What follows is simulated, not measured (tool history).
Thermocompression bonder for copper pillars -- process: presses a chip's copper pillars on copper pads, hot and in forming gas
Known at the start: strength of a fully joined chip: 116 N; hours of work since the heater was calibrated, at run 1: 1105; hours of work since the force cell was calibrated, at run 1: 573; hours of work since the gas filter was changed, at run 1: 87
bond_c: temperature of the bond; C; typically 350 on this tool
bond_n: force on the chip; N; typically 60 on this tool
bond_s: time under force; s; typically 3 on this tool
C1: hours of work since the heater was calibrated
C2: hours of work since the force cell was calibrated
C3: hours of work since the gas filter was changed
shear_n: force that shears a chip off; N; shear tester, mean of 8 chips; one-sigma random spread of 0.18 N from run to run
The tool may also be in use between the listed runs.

run 1 hour=0 | bond_c=350 bond_n=60 bond_s=3 | C1=1105 C2=573 C3=87 | shear_n=71.2
-- hour=53.9 forming gas filter changed
run 2 hour=63.1 | bond_c=350 bond_n=38 bond_s=3 | C1=1149 C2=617 C3=7 | shear_n=52.9
run 3 hour=125.8 | bond_c=350 bond_n=60 bond_s=3 | C1=1193 C2=662 C3=51 | shear_n=71.2
run 4 hour=200.8 | bond_c=350 bond_n=60 bond_s=3 | C1=1247 C2=715 C3=104 | shear_n=71
-- hour=227.4 forming gas filter changed
run 5 hour=260.3 | bond_c=379 bond_n=60 bond_s=3 | C1=1289 C2=757 C3=23 | shear_n=81.8
run 6 hour=309 | bond_c=379 bond_n=60 bond_s=3 | C1=1323 C2=791 C3=58 | shear_n=81.4
run 7 hour=348.5 | bond_c=350 bond_n=60 bond_s=3 | C1=1351 C2=819 C3=86 | shear_n=70.6
run 8 hour=398.3 | bond_c=350 bond_n=60 bond_s=3 | C1=1386 C2=854 C3=121 | shear_n=70.8
-- hour=403.4 forming gas filter changed
-- hour=460 heater calibrated with a thermocouple chip
run 9 hour=460 | bond_c=350 bond_n=60 bond_s=3 | C1=0 C2=897 C3=39 | shear_n=70.8
run 10 hour=510.6 | bond_c=350 bond_n=60 bond_s=3 | C1=36 C2=932 C3=75 | shear_n=70.9
-- hour=560.5 force cell calibrated
run 11 hour=569.6 | bond_c=350 bond_n=60 bond_s=3 | C1=77 C2=6 C3=115 | shear_n=70.8
-- hour=584.6 forming gas filter changed
run 12 hour=621.8 | bond_c=354 bond_n=55 bond_s=4 | C1=113 C2=43 C3=26 | shear_n=74.8
run 13 hour=665.2 | bond_c=368 bond_n=55 bond_s=5 | C1=144 C2=74 C3=57 | shear_n=84.3
run 14 hour=718.3 | bond_c=323 bond_n=68 bond_s=2 | C1=182 C2=112 C3=95 | shear_n=56.7
-- hour=757.7 forming gas filter changed
run 15 hour=784.2 | bond_c=349 bond_n=61 bond_s=2 | C1=228 C2=158 C3=19 | shear_n=62.4
run 16 hour=829.6 | bond_c=335 bond_n=43 bond_s=2 | C1=260 C2=190 C3=51 | shear_n=44.5
run 17 hour=909.8 | bond_c=337 bond_n=39 bond_s=4 | C1=317 C2=247 C3=108 | shear_n=54.3
-- hour=930.6 forming gas filter changed
run 18 hour=945.3 | bond_c=353 bond_n=42 bond_s=3 | C1=342 C2=272 C3=10 | shear_n=57.1
run 19 hour=990.1 | bond_c=358 bond_n=74 bond_s=2 | C1=374 C2=304 C3=42 | shear_n=73.4

Consider 5 possible next runs. They are alternatives, not a sequence: every one starts from the tool as it was left by run 19. What does each give?
run A hour=1051.8 | bond_c=358 bond_n=74 bond_s=6 | C1=418 C2=347 C3=86 | shear_n=?
run B hour=1051.8 | bond_c=350 bond_n=60 bond_s=8 | C1=418 C2=347 C3=86 | shear_n=?
run C hour=1051.8 | bond_c=360 bond_n=57 bond_s=3 | C1=418 C2=347 C3=86 | shear_n=?
run D hour=1051.8 | bond_c=322 bond_n=60 bond_s=3 | C1=418 C2=347 C3=86 | shear_n=?
run E hour=1051.8 | bond_c=350 bond_n=80 bond_s=2 | C1=418 C2=347 C3=86 | shear_n=?

run=A shear_n=94.5
run=B shear_n=90.2
run=C shear_n=72.2
run=D shear_n=59.1
run=E shear_n=73.6
The same runs, with their run-to-run variation unchanged, on a tool lacking any hidden condition would have given:
run=A shear_n=95.7
run=B shear_n=91.3
run=C shear_n=73.1
run=D shear_n=59.8
run=E shear_n=74.5

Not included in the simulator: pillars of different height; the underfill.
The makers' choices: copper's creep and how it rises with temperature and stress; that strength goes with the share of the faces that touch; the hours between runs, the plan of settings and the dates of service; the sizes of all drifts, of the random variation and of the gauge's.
